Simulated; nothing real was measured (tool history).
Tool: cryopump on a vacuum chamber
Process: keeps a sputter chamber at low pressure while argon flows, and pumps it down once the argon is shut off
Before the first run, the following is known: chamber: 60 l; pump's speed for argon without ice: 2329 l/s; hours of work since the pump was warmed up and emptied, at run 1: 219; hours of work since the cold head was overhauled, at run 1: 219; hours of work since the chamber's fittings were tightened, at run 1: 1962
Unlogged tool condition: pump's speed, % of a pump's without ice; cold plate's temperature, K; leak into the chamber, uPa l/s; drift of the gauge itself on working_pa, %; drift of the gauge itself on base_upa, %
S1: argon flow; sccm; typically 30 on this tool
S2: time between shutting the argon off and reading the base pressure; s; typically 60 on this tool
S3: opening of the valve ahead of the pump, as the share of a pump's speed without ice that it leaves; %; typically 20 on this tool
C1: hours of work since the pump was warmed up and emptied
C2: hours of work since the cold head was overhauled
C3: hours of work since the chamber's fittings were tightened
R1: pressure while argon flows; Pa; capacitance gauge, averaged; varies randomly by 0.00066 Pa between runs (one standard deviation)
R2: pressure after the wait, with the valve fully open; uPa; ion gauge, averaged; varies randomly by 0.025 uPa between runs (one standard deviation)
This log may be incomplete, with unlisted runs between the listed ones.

run   hour  S1   S2  S3   C1   C2    C3      R1    R2
  1      0  30   60  20  219  219  1962  0.1128  1.37
  2   59.1  30   60  20  250  250  1994   0.113  1.36
  3    125  30   60  16  286  286  2029  0.1416  1.35
  4  196.3  30   60  16  324  324  2068  0.1407  1.39
  5  231.9  30   27  20  343  343  2087  0.1152  2.45
  6    291  30   27  20  374  374  2118  0.1162  2.58
  7  344.7  30   27  20  403  403  2147  0.1164  2.53
     373.6  -- pump warmed up, emptied and cooled again
  8  429.2  30   27  20   30  446  2190  0.1097  2.37
  9  469.2  30   27  26   51  467  2211  0.0845  2.35
 10  529.7  30  123  21   84  500  2244  0.1052  0.89
 11    576  30  123  21  108  525  2268  0.1064   0.9
 12  641.7  30  123  48  144  560  2304   0.048  0.97
 13  715.5  30  123  48  183  599  2343  0.0491  0.93
 14  751.7  30   43  45  203  619  2363  0.0523  1.74
 15  812.4  21   43  17  235  651  2395  0.0928  1.76
 16  857.9  58   27  17  260  676  2419  0.2555  2.45
 17  930.2  30   46  57  298  714  2458  0.0433  1.74

Consider 5 possible next runs. They are alternatives, not a sequence: every one starts from the tool as it was left by run 17. What does each give?
  A  981.8  33   31  32  326  742  2486   ?   ?
  B  981.8  19  125  59  326  742  2486   ?   ?
  C  981.8  30   48  20  326  742  2486   ?   ?
  D  981.8  49   59  25  326  742  2486   ?   ?
  E  981.8  30   35  22  326  742  2486   ?   ?

run      R1    R2
  A   0.082  2.28
  B  0.0268  1.05
  C  0.1147  1.69
  D   0.153  1.47
  E  0.1048   2.1
The same runs, with their run-to-run variation unchanged, on a tool lacking any hidden condition would have given:
run      R1    R2
  A  0.0753   1.8
  B   0.023  0.56
  C  0.1087   1.2
  D  0.1432     1
  E  0.0989  1.62
